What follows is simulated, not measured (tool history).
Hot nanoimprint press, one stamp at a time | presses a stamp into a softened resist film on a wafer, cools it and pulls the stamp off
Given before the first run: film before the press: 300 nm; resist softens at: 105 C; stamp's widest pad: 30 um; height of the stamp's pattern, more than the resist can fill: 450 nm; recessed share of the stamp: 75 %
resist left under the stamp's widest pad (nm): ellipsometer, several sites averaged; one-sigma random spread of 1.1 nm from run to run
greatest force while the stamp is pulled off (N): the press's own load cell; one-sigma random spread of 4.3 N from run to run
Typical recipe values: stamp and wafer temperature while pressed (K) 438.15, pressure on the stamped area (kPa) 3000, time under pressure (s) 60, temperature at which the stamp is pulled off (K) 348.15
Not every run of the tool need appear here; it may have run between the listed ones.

run    day  stamp and wafer temperature while pressed (K)  pressure on the stamped area (kPa)  time under pressure (s)  temperature at which the stamp is pulled off (K)  resist left under the stamp's widest pad (nm)  greatest force while the stamp is pulled off (N)
  1  0.000                                         438.15                                3000                       60                                            348.15                                          171.9                                               248
  2  1.362                                         438.15                                3000                       60                                            346.15                                          172.2                                               259
  3  3.083                                         438.15                                3000                       60                                            346.15                                          171.1                                               262
  4  3.908                                         438.15                                3000                       60                                            346.15                                          170.8                                               252
  5  5.054                                         438.15                                3000                       60                                            346.15                                          171.0                                               271
  6  6.329                                         438.15                                3000                       60                                            348.15                                          171.4                                               267
  7  7.700                                         438.15                                3000                       60                                            348.15                                          169.7                                               276

For run 8, what comes out?
  8  8.521                                         427.15                                3000                       72                                            348.15                                              ?                                                 ?

{"run 8": {"resist left under the stamp's widest pad (nm)": 228.1, "greatest force while the stamp is pulled off (N)": 279}}
Had the tool carried no hidden state, the very same run would have given resist left under the stamp's widest pad (nm) 229.6, greatest force while the stamp is pulled off (N) 210.

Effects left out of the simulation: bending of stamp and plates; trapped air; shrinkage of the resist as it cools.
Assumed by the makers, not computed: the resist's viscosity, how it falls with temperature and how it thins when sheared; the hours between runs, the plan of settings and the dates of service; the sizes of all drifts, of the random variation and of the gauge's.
